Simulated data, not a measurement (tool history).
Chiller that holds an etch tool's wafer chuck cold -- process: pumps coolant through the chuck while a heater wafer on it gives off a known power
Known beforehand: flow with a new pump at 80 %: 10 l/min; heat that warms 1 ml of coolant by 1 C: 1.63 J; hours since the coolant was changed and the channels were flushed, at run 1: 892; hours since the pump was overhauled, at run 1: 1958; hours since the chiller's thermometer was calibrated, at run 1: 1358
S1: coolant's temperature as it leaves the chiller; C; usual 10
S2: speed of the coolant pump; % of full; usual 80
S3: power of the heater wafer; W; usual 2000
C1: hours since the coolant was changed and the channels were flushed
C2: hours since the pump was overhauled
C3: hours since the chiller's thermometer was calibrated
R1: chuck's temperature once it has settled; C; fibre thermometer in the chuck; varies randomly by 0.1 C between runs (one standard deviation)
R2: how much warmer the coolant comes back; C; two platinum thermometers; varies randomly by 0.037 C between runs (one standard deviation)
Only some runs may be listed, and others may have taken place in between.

run	day	S1	S2	S3	C1	C2	C3	R1	R2
1	0.000	10	80	2000	892	1958	1358	29.1	7.62
2	3.321	10	80	2000	972	2038	1438	29.3	7.66
3	6.662	10	80	2000	1052	2118	1518	29.4	7.69
4	9.892	10	80	2000	1129	2196	1595	29.4	7.66
5	14.979	13	80	2000	1251	2318	1717	32.6	7.69
6	21.442	10	80	2000	1406	2473	1872	29.5	7.68
7	24.804	10	80	2000	1487	2554	1953	29.8	7.71
8	31.346	10	80	2000	1644	2711	2110	29.9	7.74
9	35.938	10	80	2000	1754	2821	2220	29.6	7.79
10	40.533	10	80	2000	1865	2931	2331	29.6	7.76
11	45.004	10	93	2000	1972	3038	2438	27.9	6.74
12	49.042	10	93	2000	2069	3135	2535	27.8	6.73
13	55.496	10	93	2000	2224	3290	2690	28.1	6.71
14	60.862	10	93	2000	2353	3419	2819	28.2	6.78
15	67.192	10	93	2000	2504	3571	2970	28.0	6.78
16	70.892	15	88	1595	2593	3660	3059	30.0	5.74
17	76.204	6	83	1806	2721	3787	3187	23.9	6.89
18	82.783	10	65	1258	2879	3945	3345	24.6	6.10
19	88.408	7	65	2040	3014	4080	3480	31.2	9.90
20	95.188	7	65	2040	3176	4243	3642	31.3	9.91
21	100.150	7	65	2040	3295	4362	3761	31.5	9.88
22	106.804	16	95	2362	3455	4522	3921	37.9	7.95
23	111.946	3	80	1748	3579	4645	4045	21.1	6.94
24	118.208	3	80	1748	3729	4795	4195	21.4	7.00
25	122.425	3	80	1748	3830	4897	4296	21.3	7.02
# day 127.358: chiller's thermometer calibrated
26	127.912	1	87	2000	3961	5027	13	21.2	7.38

Each row is a separate what-if for the run after 26, all from the same tool condition, not one after another. Results?
A	134.342	18	80	2000	4115	5182	168	?	?
B	134.342	1	83	2000	4115	5182	168	?	?
C	134.342	5	98	1361	4115	5182	168	?	?
D	134.342	6	100	2124	4115	5182	168	?	?

run	R1	R2
A	39.4	8.07
B	22.1	7.85
C	17.9	4.56
D	25.7	6.88
With no hidden state in the tool, these same runs would have given:
run	R1	R2
A	36.5	7.37
B	19.3	7.18
C	16.2	4.17
D	23.1	6.29
